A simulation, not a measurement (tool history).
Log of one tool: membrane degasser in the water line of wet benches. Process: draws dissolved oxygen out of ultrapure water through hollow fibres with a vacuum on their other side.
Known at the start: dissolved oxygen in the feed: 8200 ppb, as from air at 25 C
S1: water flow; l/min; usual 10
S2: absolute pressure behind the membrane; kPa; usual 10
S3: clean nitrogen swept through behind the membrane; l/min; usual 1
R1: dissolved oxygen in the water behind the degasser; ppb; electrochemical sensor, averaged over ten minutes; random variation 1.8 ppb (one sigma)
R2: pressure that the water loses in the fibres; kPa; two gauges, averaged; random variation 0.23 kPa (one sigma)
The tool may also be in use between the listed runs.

Run 1, day 0: usual settings. Result: R1 175.2 ppb, R2 56.91 kPa.
Run 2, day 2.025: usual settings. Result: R1 170.3 ppb, R2 56.72 kPa.
Run 3, day 4.175: usual settings. Result: R1 174.7 ppb, R2 56.65 kPa.
Run 4, day 5.179: usual settings. Result: R1 173.3 ppb, R2 56.74 kPa.
Run 5, day 6.246: usual settings. Result: R1 173.7 ppb, R2 56.72 kPa.
Run 6, day 7.242: usual settings but S1 6 l/min, S2 8.6 kPa, S3 1.56 l/min. Result: R1 52.9 ppb, R2 34.18 kPa.
Run 7, day 8.108: usual settings but S2 10.2 kPa, S3 2.39 l/min. Result: R1 87.6 ppb, R2 57.23 kPa.
Run 8, day 9.346: usual settings but S2 10.2 kPa, S3 2.39 l/min. Result: R1 86.9 ppb, R2 57.1 kPa.
Run 9, day 10.429: usual settings but S1 8 l/min, S2 18.6 kPa, S3 1.9 l/min. Result: R1 164.2 ppb, R2 45.39 kPa.
Run 10, day 12.021: usual settings but S1 8 l/min, S2 18.6 kPa, S3 1.9 l/min. Result: R1 166.1 ppb, R2 45.45 kPa.

Forecast each of these 3 alternatives for the next run:
Run A, day 12.958: usual settings but S1 8 l/min, S2 11.5 kPa, S3 2.68 l/min. Result: R1 ?, R2 ?.
Run B, day 12.958: usual settings but S1 8 l/min, S2 8.6 kPa, S3 1.9 l/min. Result: R1 ?, R2 ?.
Run C, day 12.958: usual settings but S1 8 l/min, S2 10.4 kPa, S3 1.9 l/min. Result: R1 ?, R2 ?.

run    R1     R2
  A  66.8  45.58
  B  61.6  45.04
  C  79.6  45.11
Without the tool's hidden state the same runs would have given:
run    R1     R2
  A  66.8  45.88
  B  61.6  45.33
  C  79.6  45.41
